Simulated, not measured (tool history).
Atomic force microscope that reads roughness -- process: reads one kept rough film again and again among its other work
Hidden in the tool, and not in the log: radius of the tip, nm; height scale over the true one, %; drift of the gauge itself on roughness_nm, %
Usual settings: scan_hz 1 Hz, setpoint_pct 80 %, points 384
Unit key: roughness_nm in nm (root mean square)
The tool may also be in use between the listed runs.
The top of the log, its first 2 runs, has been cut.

run   hour  scan_hz  setpoint_pct  points  pictures with this tip  hours of work since the height scale was calibrated  roughness_nm
  3   28.6        1            78     384                      31                                                  408         1.239
  4   38.3        1            78     384                      43                                                  413         1.221
  5   48.6        1            78     384                      56                                                  418         1.197
  6   58.7        1            80     384                      69                                                  424         1.181
  7   69.5     1.11            80     384                      82                                                  429         1.157
  8   90.4     1.11            80     765                     108                                                  440          1.12
      98.6  -- new tip fitted
  9  107.2     1.11            80     765                      11                                                  448          1.27
 10  117.9     1.11            71     765                      24                                                  454         1.293
 11  140.1     1.11            71     765                      52                                                  466         1.241
 12    154     0.81            71     765                      69                                                  473         1.238
 13  164.9        1            80     384                      83                                                  478         1.152
 14  176.6        1            80     395                      97                                                  485          1.13
       193  -- new tip fitted
 15  193.2        1            80     395                       0                                                  493         1.289
 16  202.9        1            80     384                      12                                                  498         1.282
 17  223.3     2.13            80     384                      38                                                  509          1.14
 18  233.3     2.13            80     384                      50                                                  514         1.128
 19  246.9     2.13            80     384                      67                                                  521         1.104
 20  259.4     2.13            80     384                      83                                                  527         1.067
 21  273.7     2.13            89     384                     100                                                  535         0.985
     287.4  -- new tip fitted
 22  295.8        1            80     736                      10                                                  546         1.279
 23  310.2        1            80     736                      28                                                  554         1.254

Run 24 comes next. What will it give?
 24  323.7     3.52            80     384                      45                                                  561             ?

roughness_nm: 1.018 nm (root mean square)
Had the tool carried no hidden state, the very same run would have given roughness_nm 1.095 nm (root mean square).
